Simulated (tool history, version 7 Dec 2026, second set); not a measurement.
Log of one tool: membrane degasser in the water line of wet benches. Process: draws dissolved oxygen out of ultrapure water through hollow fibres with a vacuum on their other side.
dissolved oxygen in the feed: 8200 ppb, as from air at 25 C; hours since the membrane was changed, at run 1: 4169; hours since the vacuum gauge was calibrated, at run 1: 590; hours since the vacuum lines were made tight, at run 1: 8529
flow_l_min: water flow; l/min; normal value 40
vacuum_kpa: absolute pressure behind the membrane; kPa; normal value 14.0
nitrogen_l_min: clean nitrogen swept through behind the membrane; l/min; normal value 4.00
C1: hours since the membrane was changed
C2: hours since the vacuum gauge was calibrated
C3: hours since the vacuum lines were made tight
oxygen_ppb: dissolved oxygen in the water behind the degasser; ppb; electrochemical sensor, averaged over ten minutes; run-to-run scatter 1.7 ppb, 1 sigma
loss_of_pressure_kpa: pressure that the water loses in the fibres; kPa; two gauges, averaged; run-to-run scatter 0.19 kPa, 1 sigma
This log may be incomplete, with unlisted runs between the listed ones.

{"run": 1, "hour": 0.0, "flow_l_min": 40, "vacuum_kpa": 14.0, "nitrogen_l_min": 4.0, "C1": 4169, "C2": 590, "C3": 8529, "oxygen_ppb": 266.4, "loss_of_pressure_kpa": 41.65}
{"run": 2, "hour": 72.2, "flow_l_min": 40, "vacuum_kpa": 14.0, "nitrogen_l_min": 4.0, "C1": 4241, "C2": 662, "C3": 8601, "oxygen_ppb": 264.7, "loss_of_pressure_kpa": 41.4}
{"run": 3, "hour": 184.2, "flow_l_min": 40, "vacuum_kpa": 14.0, "nitrogen_l_min": 4.0, "C1": 4353, "C2": 774, "C3": 8713, "oxygen_ppb": 267.2, "loss_of_pressure_kpa": 41.82}
{"run": 4, "hour": 258.0, "flow_l_min": 40, "vacuum_kpa": 14.0, "nitrogen_l_min": 4.0, "C1": 4427, "C2": 848, "C3": 8787, "oxygen_ppb": 264.5, "loss_of_pressure_kpa": 41.25}
{"run": 5, "hour": 410.3, "flow_l_min": 40, "vacuum_kpa": 14.0, "nitrogen_l_min": 4.0, "C1": 4579, "C2": 1000, "C3": 8939, "oxygen_ppb": 263.4, "loss_of_pressure_kpa": 41.62}
{"run": 6, "hour": 509.3, "flow_l_min": 40, "vacuum_kpa": 14.0, "nitrogen_l_min": 3.82, "C1": 4678, "C2": 1099, "C3": 9038, "oxygen_ppb": 271.6, "loss_of_pressure_kpa": 41.82}
{"run": 7, "hour": 666.0, "flow_l_min": 40, "vacuum_kpa": 14.0, "nitrogen_l_min": 3.82, "C1": 4835, "C2": 1256, "C3": 9195, "oxygen_ppb": 276.3, "loss_of_pressure_kpa": 41.49}
{"run": 8, "hour": 743.8, "flow_l_min": 40, "vacuum_kpa": 14.0, "nitrogen_l_min": 3.82, "C1": 4912, "C2": 1334, "C3": 9273, "oxygen_ppb": 276.4, "loss_of_pressure_kpa": 41.56}
{"run": 9, "hour": 872.5, "flow_l_min": 40, "vacuum_kpa": 14.0, "nitrogen_l_min": 4.0, "C1": 5041, "C2": 1462, "C3": 9401, "oxygen_ppb": 264.8, "loss_of_pressure_kpa": 42.05}
{"run": 10, "hour": 964.2, "flow_l_min": 40, "vacuum_kpa": 14.0, "nitrogen_l_min": 4.0, "C1": 5133, "C2": 1554, "C3": 9493, "oxygen_ppb": 266.2, "loss_of_pressure_kpa": 42.13}
{"hour": 1040.0, "done": "seals of the vacuum lines changed"}
{"run": 11, "hour": 1117.7, "flow_l_min": 40, "vacuum_kpa": 14.0, "nitrogen_l_min": 4.0, "C1": 5284, "C2": 1706, "C3": 78, "oxygen_ppb": 268.5, "loss_of_pressure_kpa": 42.06}
{"run": 12, "hour": 1197.6, "flow_l_min": 40, "vacuum_kpa": 14.0, "nitrogen_l_min": 4.0, "C1": 5364, "C2": 1785, "C3": 158, "oxygen_ppb": 263.1, "loss_of_pressure_kpa": 42.01}
{"run": 13, "hour": 1277.6, "flow_l_min": 40, "vacuum_kpa": 14.0, "nitrogen_l_min": 4.0, "C1": 5444, "C2": 1865, "C3": 238, "oxygen_ppb": 263.1, "loss_of_pressure_kpa": 41.91}
{"run": 14, "hour": 1353.6, "flow_l_min": 40, "vacuum_kpa": 14.0, "nitrogen_l_min": 2.0, "C1": 5520, "C2": 1941, "C3": 314, "oxygen_ppb": 476.8, "loss_of_pressure_kpa": 42.04}
{"run": 15, "hour": 1487.9, "flow_l_min": 40, "vacuum_kpa": 14.0, "nitrogen_l_min": 2.0, "C1": 5655, "C2": 2076, "C3": 448, "oxygen_ppb": 475.9, "loss_of_pressure_kpa": 41.59}
{"run": 16, "hour": 1601.1, "flow_l_min": 40, "vacuum_kpa": 14.0, "nitrogen_l_min": 2.0, "C1": 5768, "C2": 2189, "C3": 561, "oxygen_ppb": 470.6, "loss_of_pressure_kpa": 42.31}
{"run": 17, "hour": 1757.8, "flow_l_min": 42, "vacuum_kpa": 16.4, "nitrogen_l_min": 11.76, "C1": 5924, "C2": 2346, "C3": 718, "oxygen_ppb": 136.2, "loss_of_pressure_kpa": 44.14}
{"run": 18, "hour": 1882.0, "flow_l_min": 27, "vacuum_kpa": 23.2, "nitrogen_l_min": 3.26, "C1": 6049, "C2": 2470, "C3": 842, "oxygen_ppb": 378.9, "loss_of_pressure_kpa": 28.75}
{"run": 19, "hour": 1979.2, "flow_l_min": 52, "vacuum_kpa": 28.6, "nitrogen_l_min": 4.0, "C1": 6146, "C2": 2567, "C3": 939, "oxygen_ppb": 752.2, "loss_of_pressure_kpa": 55.0}
{"run": 20, "hour": 2087.2, "flow_l_min": 48, "vacuum_kpa": 13.2, "nitrogen_l_min": 7.37, "C1": 6254, "C2": 2675, "C3": 1047, "oxygen_ppb": 191.0, "loss_of_pressure_kpa": 50.75}
{"run": 21, "hour": 2237.7, "flow_l_min": 45, "vacuum_kpa": 14.0, "nitrogen_l_min": 3.67, "C1": 6404, "C2": 2826, "C3": 1198, "oxygen_ppb": 326.7, "loss_of_pressure_kpa": 47.2}
{"run": 22, "hour": 2311.3, "flow_l_min": 47, "vacuum_kpa": 14.0, "nitrogen_l_min": 4.0, "C1": 6478, "C2": 2899, "C3": 1271, "oxygen_ppb": 322.7, "loss_of_pressure_kpa": 49.94}
{"run": 23, "hour": 2416.3, "flow_l_min": 37, "vacuum_kpa": 29.2, "nitrogen_l_min": 4.0, "C1": 6583, "C2": 3004, "C3": 1376, "oxygen_ppb": 550.6, "loss_of_pressure_kpa": 39.19}
{"run": 24, "hour": 2491.3, "flow_l_min": 62, "vacuum_kpa": 29.2, "nitrogen_l_min": 4.0, "C1": 6658, "C2": 3079, "C3": 1451, "oxygen_ppb": 921.7, "loss_of_pressure_kpa": 65.75}
{"run": 25, "hour": 2589.0, "flow_l_min": 62, "vacuum_kpa": 16.5, "nitrogen_l_min": 4.0, "C1": 6756, "C2": 3177, "C3": 1549, "oxygen_ppb": 536.9, "loss_of_pressure_kpa": 65.7}
{"run": 26, "hour": 2675.1, "flow_l_min": 32, "vacuum_kpa": 14.0, "nitrogen_l_min": 3.5, "C1": 6842, "C2": 3263, "C3": 1635, "oxygen_ppb": 233.4, "loss_of_pressure_kpa": 34.04}

Predict the results of run 27:
{"run": 27, "hour": 2787.8, "flow_l_min": 40, "vacuum_kpa": 12.9, "nitrogen_l_min": 1.99, "C1": 6954, "C2": 3376, "C3": 1748, "oxygen_ppb": "?", "loss_of_pressure_kpa": "?"}

Run 27 yielded oxygen_ppb 431.1 ppb, loss_of_pressure_kpa 42.65 kPa.
Minus the tool's unlogged condition, the same run would have read oxygen_ppb 431.0 ppb, loss_of_pressure_kpa 41.47 kPa.
